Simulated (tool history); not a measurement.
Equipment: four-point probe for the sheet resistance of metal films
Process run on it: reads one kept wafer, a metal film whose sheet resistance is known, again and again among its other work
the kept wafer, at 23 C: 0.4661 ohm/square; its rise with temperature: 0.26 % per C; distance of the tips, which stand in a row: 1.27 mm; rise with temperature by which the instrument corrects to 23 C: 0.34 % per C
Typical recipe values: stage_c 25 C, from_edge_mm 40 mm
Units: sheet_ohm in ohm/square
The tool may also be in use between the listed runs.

run 1 hour=0.0 | stage_c=25 from_edge_mm=40 | sheet_ohm=0.464178
run 2 hour=66.0 | stage_c=25 from_edge_mm=40 | sheet_ohm=0.464261
run 3 hour=133.5 | stage_c=25 from_edge_mm=40 | sheet_ohm=0.464171
run 4 hour=195.1 | stage_c=25 from_edge_mm=40 | sheet_ohm=0.464035
run 5 hour=271.2 | stage_c=25 from_edge_mm=40 | sheet_ohm=0.464098
run 6 hour=324.3 | stage_c=25 from_edge_mm=40 | sheet_ohm=0.464015
run 7 hour=357.5 | stage_c=25 from_edge_mm=20 | sheet_ohm=0.464781
run 8 hour=402.6 | stage_c=25 from_edge_mm=20 | sheet_ohm=0.464804
run 9 hour=441.6 | stage_c=25 from_edge_mm=20 | sheet_ohm=0.464776
run 10 hour=514.3 | stage_c=25 from_edge_mm=20 | sheet_ohm=0.464818
run 11 hour=547.4 | stage_c=25 from_edge_mm=20 | sheet_ohm=0.464824
run 12 hour=617.5 | stage_c=25 from_edge_mm=20 | sheet_ohm=0.464856
run 13 hour=669.9 | stage_c=25 from_edge_mm=20 | sheet_ohm=0.464586
run 14 hour=718.2 | stage_c=25 from_edge_mm=20 | sheet_ohm=0.464655
run 15 hour=767.3 | stage_c=33 from_edge_mm=62 | sheet_ohm=0.461062
run 16 hour=841.6 | stage_c=28 from_edge_mm=62 | sheet_ohm=0.462574
run 17 hour=886.4 | stage_c=21 from_edge_mm=49 | sheet_ohm=0.465234
run 18 hour=961.1 | stage_c=21 from_edge_mm=39 | sheet_ohm=0.465250
run 19 hour=1009.8 | stage_c=21 from_edge_mm=39 | sheet_ohm=0.465266
run 20 hour=1069.7 | stage_c=26 from_edge_mm=6 | sheet_ohm=0.474162
-- hour=1140.1 stage's thermometer calibrated
run 21 hour=1147.5 | stage_c=24 from_edge_mm=18 | sheet_ohm=0.465636
run 22 hour=1187.3 | stage_c=24 from_edge_mm=18 | sheet_ohm=0.465475
run 23 hour=1262.1 | stage_c=22 from_edge_mm=6 | sheet_ohm=0.475927

Measured result minus the same run's result without the hidden state. Both carry the same run-to-run variation, though not necessarily the same gauge scatter:
Hidden conditions of the tool in this case: inner tips' distance over the nominal, %; tips' flats over new ones', %; wafer's true temperature over the reading, C; drift of the gauge itself on sheet_ohm, %.
run=1 sheet_ohm=-0.001436
run=2 sheet_ohm=-0.001464
run=3 sheet_ohm=-0.001488
run=4 sheet_ohm=-0.001510
run=5 sheet_ohm=-0.001537
run=6 sheet_ohm=-0.001557
run=7 sheet_ohm=-0.001572
run=8 sheet_ohm=-0.001589
run=9 sheet_ohm=-0.001603
run=10 sheet_ohm=-0.001631
run=11 sheet_ohm=-0.001642
run=12 sheet_ohm=-0.001670
run=13 sheet_ohm=-0.001689
run=14 sheet_ohm=-0.001706
run=15 sheet_ohm=-0.001704
run=16 sheet_ohm=-0.001742
run=17 sheet_ohm=-0.001775
run=18 sheet_ohm=-0.001803
run=19 sheet_ohm=-0.001821
run=20 sheet_ohm=-0.001872
run=21 sheet_ohm=-0.001419
run=22 sheet_ohm=-0.001433
run=23 sheet_ohm=-0.001492

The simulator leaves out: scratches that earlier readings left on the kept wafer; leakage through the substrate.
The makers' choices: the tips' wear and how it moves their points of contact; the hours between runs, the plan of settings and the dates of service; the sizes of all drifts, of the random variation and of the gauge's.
